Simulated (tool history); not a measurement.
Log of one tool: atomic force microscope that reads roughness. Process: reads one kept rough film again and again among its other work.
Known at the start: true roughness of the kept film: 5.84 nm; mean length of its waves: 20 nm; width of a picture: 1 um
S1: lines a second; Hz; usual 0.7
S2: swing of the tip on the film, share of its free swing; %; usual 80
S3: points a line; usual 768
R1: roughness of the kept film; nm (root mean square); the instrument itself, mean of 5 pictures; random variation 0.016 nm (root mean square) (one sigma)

run	hour	S1	S2	S3	R1
1	0	0.7	80	768	2.312
2	7.1	0.7	80	768	2.122
3	12.8	0.7	80	768	2.008
4	22.6	0.7	80	768	1.828
5	27.6	0.7	80	768	3.596
6	33.9	0.7	80	768	3.224
7	42.2	0.7	80	768	2.857
8	52.6	0.7	80	768	2.452
9	60.9	0.7	80	768	2.236
10	70.9	0.7	80	768	1.967
11	80.7	0.7	80	768	3.706
12	87.8	0.7	80	768	3.294
13	96.7	1.674	80	768	2.637
14	106.6	0.7	80	768	2.479
15	115.5	0.7	80	768	2.245
16	123.6	0.7	80	768	2.029
17	133.7	0.7	80	768	3.899
18	138	0.7	80	768	3.569
19	146.6	0.7	80	768	3.084
20	151.4	0.7	80	768	2.87
21	160.2	0.7	79	768	2.495
22	169.6	0.7	79	768	2.263
23	179.1	0.7	79	768	2.033
24	187.3	1.189	80	768	1.799
25	198.3	0.7	58	768	3.382
26	204.5	0.7	62	299	2.947
27	214.4	0.7	62	299	2.554
28	221.6	2.079	87	768	1.913
29	228.7	2.079	87	768	1.764
30	234.9	2.079	87	768	1.643
31	241.6	2.079	59	655	1.846
32	248.3	2.079	59	655	3.516
33	257.6	2.548	88	382	2.354
34	261.8	2.548	67	382	2.617
35	272	0.636	80	289	2.369
36	280.8	0.636	80	289	2.12
37	288.2	0.636	80	289	1.946
38	295.4	0.636	80	289	1.841
39	303.7	1.191	61	289	3.406
40	311.4	1.191	61	289	2.971
41	322	1.191	61	538	2.613
42	327.3	0.569	58	390	2.48
43	336.2	0.507	76	501	2.213
44	346.4	3.072	89	501	1.447
45	356.7	3.072	89	501	2.593
46	364.5	0.7	80	652	3.062
47	370.6	1.285	90	484	2.507
48	378.8	1.285	90	484	2.221
49	388.3	2.183	71	484	2.051

Not shown: 7 entries that the log had between the listed runs. Between which runs, and how does the tool's hidden state differ before and after?
Between runs 4 and 5: new tip fitted (hour 24.7)
  radius of the tip, nm: 34.5 -> 8.9
  measured less the result without the state, R1: -2.056 -> -0.273 nm (root mean square)
Between runs 10 and 11: new tip fitted (hour 79.5)
  radius of the tip, nm: 30.6 -> 8.2; height scale over the true one, %: 0.12 -> 0.11
  measured less the result without the state, R1: -1.912 -> -0.175 nm (root mean square)
Between runs 16 and 17: new tip fitted (hour 133.7)
  radius of the tip, nm: 29.3 -> 7.1; height scale over the true one, %: 0.11 -> 0.1
  measured less the result without the state, R1: -1.853 -> -0.009 nm (root mean square)
Between runs 24 and 25: new tip fitted (hour 188.3)
  radius of the tip, nm: 33.4 -> 11.9
  measured less the result without the state, R1: -1.94 -> -0.681 nm (root mean square)
Between runs 31 and 32: new tip fitted (hour 243.1)
  radius of the tip, nm: 34.2 -> 9.9
  measured less the result without the state, R1: -2.052 -> -0.419 nm (root mean square)
Between runs 38 and 39: new tip fitted (hour 297.2)
  radius of the tip, nm: 33.3 -> 10.4
  measured less the result without the state, R1: -1.978 -> -0.479 nm (root mean square)
Between runs 44 and 45: new tip fitted (hour 351.7)
  radius of the tip, nm: 31 -> 9.7
  measured less the result without the state, R1: -1.422 -> -0.288 nm (root mean square)
